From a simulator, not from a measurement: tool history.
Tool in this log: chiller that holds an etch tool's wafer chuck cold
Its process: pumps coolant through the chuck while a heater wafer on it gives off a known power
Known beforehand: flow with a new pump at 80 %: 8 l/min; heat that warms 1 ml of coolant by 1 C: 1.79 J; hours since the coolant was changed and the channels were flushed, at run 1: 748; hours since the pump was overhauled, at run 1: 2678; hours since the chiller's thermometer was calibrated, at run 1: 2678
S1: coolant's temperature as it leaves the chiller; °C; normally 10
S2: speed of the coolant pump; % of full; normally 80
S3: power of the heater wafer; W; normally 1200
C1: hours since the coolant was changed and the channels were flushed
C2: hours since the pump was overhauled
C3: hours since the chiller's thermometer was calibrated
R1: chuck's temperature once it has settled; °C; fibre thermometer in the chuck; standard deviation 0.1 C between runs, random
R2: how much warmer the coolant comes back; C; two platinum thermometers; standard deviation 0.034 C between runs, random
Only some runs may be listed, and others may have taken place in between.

run     day  S1  S2    S3    C1    C2    C3    R1    R2
  1       0  10  80  1200   748  2678  2678  21.3  5.06
  2   1.867  10  80  1200   793  2722  2722  21.2  5.08
  3    3.65  10  80  1200   835  2765  2765  21.1  5.05
  4   5.208  10  80  1200   873  2803  2803  21.3  5.02
  5   6.858  10  80  1200   912  2842  2842  21.3  4.97
  6   8.908  10  80  1200   961  2891  2891  21.3  5.08
  7  11.279  10  80   602  1018  2948  2948  15.7  2.59
  8  14.746  10  80   602  1102  3031  3031  15.5  2.53
  9  18.129  10  80   602  1183  3113  3113  15.8  2.47
 10    20.7  10  80   602  1245  3174  3174  15.5  2.51
 11  23.733  10  80   602  1317  3247  3247  15.9  2.49
 12  26.104  10  80   602  1374  3304  3304  15.6  2.56
 13  28.038   6  80  1200  1421  3350  3350  17.3  5.03
 14  29.888   6  80  1200  1465  3395  3395  17.4     5
 15  32.838   6  80  1200  1536  3466  3466  17.4  4.99
 16  35.958   6  80  1056  1611  3541  3541    16  4.41
 17    37.9  10  90  1200  1657  3587  3587  20.2  4.42
 18  39.854  10  90  1200  1704  3634  3634  20.3  4.38
 19  43.033   2  90  1200  1781  3710  3710  12.2  4.42
 20  44.771   2  90  1528  1822  3752  3752  15.1  5.62
 21  46.725   1  76   698  1869  3799  3799   7.8  3.12
 22  48.483  14  80  1548  1911  3841  3841  28.7  6.43
 23   50.95  12  72   948  1971  3900  3900  21.8  4.49
 24  54.454  11  96   948  2055  3984  3984  18.7  3.19
 25  57.338  11  96   948  2124  4054  4054    19  3.19
 26    59.2  10  90  1200  2169  4098  4098  20.4  4.34
 27  61.875  17  74   623  2233  4163  4163  23.3  2.84
 28  64.321  11  69  1200  2291  4221  4221  23.9  5.97
 29  66.854   9  88  1361  2352  4282  4282  21.1  5.05
 30  69.108   9  88  1361  2406  4336  4336    21   5.1
 31  72.508   9  88  1361  2488  4418  4418  20.7  5.09

Consider 4 possible next runs. They are alternatives, not a sequence: every one starts from the tool as it was left by run 31. What does each give?
  A  75.117  16  61  1194  2551  4480  4480   ?   ?
  B  75.117   6  85   729  2551  4480  4480   ?   ?
  C  75.117  10  88  1725  2551  4480  4480   ?   ?
  D  75.117   1  80  1200  2551  4480  4480   ?   ?

run    R1    R2
  A    30  6.89
  B  12.5   2.8
  C  24.9  6.47
  D  12.2  4.99
With the hidden condition removed and each run's random variation left untouched, the same runs would have given:
run    R1    R2
  A    30  6.88
  B  12.5  2.79
  C  24.9  6.45
  D  12.2  4.97
